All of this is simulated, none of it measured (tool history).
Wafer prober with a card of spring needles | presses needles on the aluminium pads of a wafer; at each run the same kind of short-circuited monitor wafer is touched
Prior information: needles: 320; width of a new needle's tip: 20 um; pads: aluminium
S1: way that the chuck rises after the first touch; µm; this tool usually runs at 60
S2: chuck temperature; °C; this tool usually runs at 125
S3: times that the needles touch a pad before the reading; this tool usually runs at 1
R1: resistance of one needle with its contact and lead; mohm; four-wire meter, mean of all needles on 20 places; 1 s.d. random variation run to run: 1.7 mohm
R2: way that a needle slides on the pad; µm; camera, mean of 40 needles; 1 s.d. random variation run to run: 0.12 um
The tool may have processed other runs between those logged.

run     day  S1   S2  S3   R1    R2
  1       0  60  125   1  192  7.14
      0.654  -- tips cleaned on abrasive film
  2   1.254  60  125   1  245  6.94
      1.421  -- tips cleaned on abrasive film
      2.212  -- tips cleaned on abrasive film
      2.962  -- tips cleaned on abrasive film
      3.754  -- tips cleaned on abrasive film
  3   3.862  65  125   1  187  7.61
      4.417  -- tips cleaned on abrasive film
  4    5.05  65  125   1  239  7.92
      5.217  -- tips cleaned on abrasive film
      5.967  -- tips cleaned on abrasive film
      6.779  -- tips cleaned on abrasive film
  5   6.962  60  125   1  207  6.97
       7.45  -- tips cleaned on abrasive film
      8.196  -- tips cleaned on abrasive film
  6   8.454  60  125   1  216  6.85
      8.925  -- tips cleaned on abrasive film
      9.738  -- tips cleaned on abrasive film
     10.521  -- tips cleaned on abrasive film
     11.183  -- tips cleaned on abrasive film
  7  11.183  60  125   1  184  6.98
     11.983  -- tips cleaned on abrasive film
     12.704  -- tips cleaned on abrasive film
     13.446  -- tips cleaned on abrasive film
  8  13.446  60   26   1  163  6.85
     14.217  -- tips cleaned on abrasive film
  9  14.858  60   26   1  260  7.02
     15.025  -- tips cleaned on abrasive film
     15.675  -- tips cleaned on abrasive film
       16.4  -- tips cleaned on abrasive film
 10  16.508  64   26   1  182  7.32
      17.15  -- tips cleaned on abrasive film
     17.896  -- tips cleaned on abrasive film
     18.679  -- tips cleaned on abrasive film
 11  18.779  64   26   1  185  7.27
     19.408  -- tips cleaned on abrasive film
     20.058  -- tips cleaned on abrasive film
     20.808  -- tips cleaned on abrasive film
     21.488  -- tips cleaned on abrasive film
 12  21.488  60   66   1  180   6.8
     22.296  -- tips cleaned on abrasive film
     23.071  -- tips cleaned on abrasive film
 13  23.592  60   66   1  247  6.73
     23.871  -- tips cleaned on abrasive film
     24.612  -- tips cleaned on abrasive film
     25.425  -- tips cleaned on abrasive film
 14  25.671  73   66   1  198  8.12
     26.154  -- tips cleaned on abrasive film
     26.938  -- tips cleaned on abrasive film
     27.688  -- tips cleaned on abrasive film
     28.362  -- tips cleaned on abrasive film
 15  28.362  60   41   1  174  6.65
     29.125  -- tips cleaned on abrasive film
       29.9  -- tips cleaned on abrasive film
     30.604  -- tips cleaned on abrasive film
 16  30.604  77   90   1  169  8.63
     31.354  -- tips cleaned on abrasive film
     32.029  -- tips cleaned on abrasive film
     32.762  -- tips cleaned on abrasive film
     33.212  -- height of the first contact set anew
 17  33.212  61  125   2  209  7.67
     33.542  -- tips cleaned on abrasive film
     34.312  -- tips cleaned on abrasive film
 18  34.625  50   78   2  213  6.04
     35.075  -- tips cleaned on abrasive film
     35.729  -- tips cleaned on abrasive film
     36.529  -- tips cleaned on abrasive film
 19  36.692  45   53   1  224  5.41
     37.312  -- tips cleaned on abrasive film
     38.062  -- tips cleaned on abrasive film
     38.875  -- tips cleaned on abrasive film
 20  38.954  60  125   3  183   7.3
     39.567  -- tips cleaned on abrasive film
     40.292  -- tips cleaned on abrasive film
     41.088  -- tips cleaned on abrasive film
 21  41.704  60  125   3  210  7.36
     41.871  -- tips cleaned on abrasive film
     42.571  -- tips cleaned on abrasive film
     43.279  -- tips cleaned on abrasive film
 22  43.917  60  125   3  212  7.23
     44.083  -- tips cleaned on abrasive film
     44.875  -- tips cleaned on abrasive film
     45.529  -- tips cleaned on abrasive film
     46.192  -- tips cleaned on abrasive film
 23  46.192  60  125   3  185  7.25
     46.958  -- tips cleaned on abrasive film
     47.733  -- tips cleaned on abrasive film
 24  47.908  60  125   3  192  7.09
       48.5  -- tips cleaned on abrasive film
       49.3  -- tips cleaned on abrasive film
 25  49.567  44   31   1  291   5.2
         50  -- tips cleaned on abrasive film
     50.796  -- tips cleaned on abrasive film
     51.496  -- tips cleaned on abrasive film
 26  51.821  44   31   1  302  4.96
     52.246  -- tips cleaned on abrasive film
     52.912  -- tips cleaned on abrasive film
 27   53.25  56   61   1  237  6.61
     53.575  -- tips cleaned on abrasive film
     54.229  -- tips cleaned on abrasive film
     55.025  -- tips cleaned on abrasive film
 28  55.192  65  111   1  208  7.59

3 ways to go on from here, each from the tool as it stands after run 28. What would each give?
     55.771  -- tips cleaned on abrasive film
     56.533  -- tips cleaned on abrasive film
  A  56.892  50  111   1   ?   ?
     55.771  -- tips cleaned on abrasive film
     56.533  -- tips cleaned on abrasive film
  B  56.892  72  107   2   ?   ?
     55.771  -- tips cleaned on abrasive film
     56.533  -- tips cleaned on abrasive film
  C  56.892  58   42   2   ?   ?

run   R1    R2
  A  276   5.7
  B  197  8.35
  C  213  6.62
With no hidden state in the tool, these same runs would have given:
run   R1    R2
  A  175  6.15
  B  166  8.81
  C  161  7.08

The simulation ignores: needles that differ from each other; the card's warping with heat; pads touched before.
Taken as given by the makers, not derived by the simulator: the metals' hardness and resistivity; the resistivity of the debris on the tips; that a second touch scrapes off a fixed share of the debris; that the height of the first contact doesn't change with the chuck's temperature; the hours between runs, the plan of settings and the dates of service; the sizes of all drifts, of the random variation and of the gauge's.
